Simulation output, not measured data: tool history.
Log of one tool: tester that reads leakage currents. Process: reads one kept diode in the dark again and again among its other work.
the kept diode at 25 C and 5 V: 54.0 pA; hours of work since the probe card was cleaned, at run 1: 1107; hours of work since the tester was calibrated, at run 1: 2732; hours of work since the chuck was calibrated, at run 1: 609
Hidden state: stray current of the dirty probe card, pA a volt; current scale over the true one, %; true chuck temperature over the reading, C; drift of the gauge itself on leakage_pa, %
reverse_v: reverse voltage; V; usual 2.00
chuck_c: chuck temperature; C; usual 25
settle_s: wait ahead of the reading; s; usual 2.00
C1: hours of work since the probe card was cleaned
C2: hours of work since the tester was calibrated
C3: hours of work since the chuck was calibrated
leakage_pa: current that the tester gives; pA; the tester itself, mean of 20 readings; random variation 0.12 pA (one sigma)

run 1 hour=0.0 | reverse_v=2.00 chuck_c=25 settle_s=2.00 | C1=1107 C2=2732 C3=609 | leakage_pa=40.00
run 2 hour=89.6 | reverse_v=2.00 chuck_c=25 settle_s=2.00 | C1=1176 C2=2800 C3=678 | leakage_pa=40.02
run 3 hour=176.7 | reverse_v=2.00 chuck_c=25 settle_s=2.00 | C1=1243 C2=2868 C3=745 | leakage_pa=40.24
run 4 hour=268.0 | reverse_v=2.00 chuck_c=25 settle_s=2.00 | C1=1313 C2=2938 C3=815 | leakage_pa=40.56
run 5 hour=343.2 | reverse_v=2.71 chuck_c=25 settle_s=2.00 | C1=1371 C2=2996 C3=873 | leakage_pa=46.42
run 6 hour=485.9 | reverse_v=2.71 chuck_c=25 settle_s=2.00 | C1=1481 C2=3106 C3=983 | leakage_pa=46.78
run 7 hour=550.2 | reverse_v=2.71 chuck_c=41 settle_s=2.00 | C1=1531 C2=3155 C3=1032 | leakage_pa=183.83
run 8 hour=687.1 | reverse_v=2.71 chuck_c=41 settle_s=2.00 | C1=1636 C2=3260 C3=1137 | leakage_pa=184.01
run 9 hour=787.1 | reverse_v=2.71 chuck_c=41 settle_s=2.00 | C1=1713 C2=3337 C3=1214 | leakage_pa=184.99
run 10 hour=926.6 | reverse_v=2.71 chuck_c=41 settle_s=2.00 | C1=1820 C2=3445 C3=1322 | leakage_pa=186.92
run 11 hour=1017.2 | reverse_v=2.71 chuck_c=41 settle_s=2.00 | C1=1890 C2=3514 C3=1391 | leakage_pa=187.70
-- hour=1142.6 tester calibrated
run 12 hour=1152.9 | reverse_v=2.71 chuck_c=41 settle_s=2.00 | C1=1993 C2=8 C3=1494 | leakage_pa=186.55
run 13 hour=1265.7 | reverse_v=2.71 chuck_c=41 settle_s=2.00 | C1=2080 C2=95 C3=1581 | leakage_pa=188.20
run 14 hour=1385.2 | reverse_v=2.00 chuck_c=25 settle_s=3.07 | C1=2172 C2=187 C3=1673 | leakage_pa=42.66
run 15 hour=1460.6 | reverse_v=2.00 chuck_c=32 settle_s=3.07 | C1=2230 C2=245 C3=1731 | leakage_pa=77.82
-- hour=1534.0 chuck's temperature calibrated
run 16 hour=1550.1 | reverse_v=2.00 chuck_c=32 settle_s=3.07 | C1=2297 C2=312 C3=12 | leakage_pa=72.32
run 17 hour=1661.2 | reverse_v=1.91 chuck_c=25 settle_s=2.00 | C1=2383 C2=398 C3=98 | leakage_pa=38.92
-- hour=1747.4 tester calibrated, once more
run 18 hour=1795.0 | reverse_v=2.00 chuck_c=25 settle_s=2.00 | C1=2484 C2=37 C3=199 | leakage_pa=40.77
-- hour=1892.2 probe card cleaned and baked
run 19 hour=1940.7 | reverse_v=2.00 chuck_c=25 settle_s=2.00 | C1=37 C2=146 C3=309 | leakage_pa=37.50
run 20 hour=2009.1 | reverse_v=2.00 chuck_c=43 settle_s=2.33 | C1=90 C2=199 C3=362 | leakage_pa=183.21
run 21 hour=2116.9 | reverse_v=2.00 chuck_c=51 settle_s=2.00 | C1=173 C2=282 C3=445 | leakage_pa=351.55
run 22 hour=2236.2 | reverse_v=2.83 chuck_c=36 settle_s=0.78 | C1=265 C2=374 C3=537 | leakage_pa=117.78
run 23 hour=2376.4 | reverse_v=2.00 chuck_c=25 settle_s=7.34 | C1=373 C2=482 C3=645 | leakage_pa=38.34
run 24 hour=2506.1 | reverse_v=2.00 chuck_c=41 settle_s=2.35 | C1=472 C2=582 C3=744 | leakage_pa=158.24
run 25 hour=2622.4 | reverse_v=1.35 chuck_c=55 settle_s=0.32 | C1=562 C2=671 C3=834 | leakage_pa=416.74
run 26 hour=2721.3 | reverse_v=13.42 chuck_c=22 settle_s=0.66 | C1=638 C2=747 C3=910 | leakage_pa=71.53
run 27 hour=2821.2 | reverse_v=13.42 chuck_c=23 settle_s=0.66 | C1=715 C2=824 C3=987 | leakage_pa=79.00
run 28 hour=2908.3 | reverse_v=13.65 chuck_c=28 settle_s=4.93 | C1=782 C2=891 C3=1054 | leakage_pa=119.06
run 29 hour=2976.3 | reverse_v=1.82 chuck_c=22 settle_s=3.70 | C1=834 C2=944 C3=1106 | leakage_pa=28.90
run 30 hour=3078.9 | reverse_v=2.00 chuck_c=40 settle_s=0.46 | C1=913 C2=1022 C3=1185 | leakage_pa=147.61
run 31 hour=3195.9 | reverse_v=4.93 chuck_c=36 settle_s=2.00 | C1=1003 C2=1113 C3=1275 | leakage_pa=154.10
run 32 hour=3287.0 | reverse_v=6.80 chuck_c=42 settle_s=2.00 | C1=1073 C2=1183 C3=1345 | leakage_pa=292.41
run 33 hour=3384.6 | reverse_v=3.17 chuck_c=35 settle_s=3.19 | C1=1149 C2=1258 C3=1420 | leakage_pa=118.64
run 34 hour=3493.5 | reverse_v=19.11 chuck_c=58 settle_s=4.77 | C1=1232 C2=1342 C3=1504 | leakage_pa=1586.63
run 35 hour=3574.0 | reverse_v=19.11 chuck_c=58 settle_s=4.77 | C1=1294 C2=1404 C3=1566 | leakage_pa=1584.27
run 36 hour=3687.5 | reverse_v=14.26 chuck_c=58 settle_s=4.77 | C1=1382 C2=1491 C3=1654 | leakage_pa=1415.47
run 37 hour=3763.5 | reverse_v=14.26 chuck_c=58 settle_s=4.77 | C1=1440 C2=1549 C3=1712 | leakage_pa=1414.65
-- hour=3857.1 chuck's temperature calibrated
run 38 hour=3883.6 | reverse_v=3.09 chuck_c=39 settle_s=1.28 | C1=1531 C2=1640 C3=20 | leakage_pa=159.62

4 ways to go on from here, each from the tool as it stands after run 38. What would each give?
run A hour=3988.6 | reverse_v=1.65 chuck_c=28 settle_s=2.00 | C1=1612 C2=1721 C3=101 | leakage_pa=?
run B hour=3988.6 | reverse_v=5.35 chuck_c=41 settle_s=2.00 | C1=1612 C2=1721 C3=101 | leakage_pa=?
run C hour=3988.6 | reverse_v=2.00 chuck_c=24 settle_s=2.00 | C1=1612 C2=1721 C3=101 | leakage_pa=?
run D hour=3988.6 | reverse_v=1.66 chuck_c=25 settle_s=2.00 | C1=1612 C2=1721 C3=101 | leakage_pa=?

run=A leakage_pa=47.64
run=B leakage_pa=237.95
run=C leakage_pa=36.63
run=D leakage_pa=36.65
Without the tool's hidden state the same runs would have given:
run=A leakage_pa=45.50
run=B leakage_pa=230.69
run=C leakage_pa=34.12
run=D leakage_pa=34.55
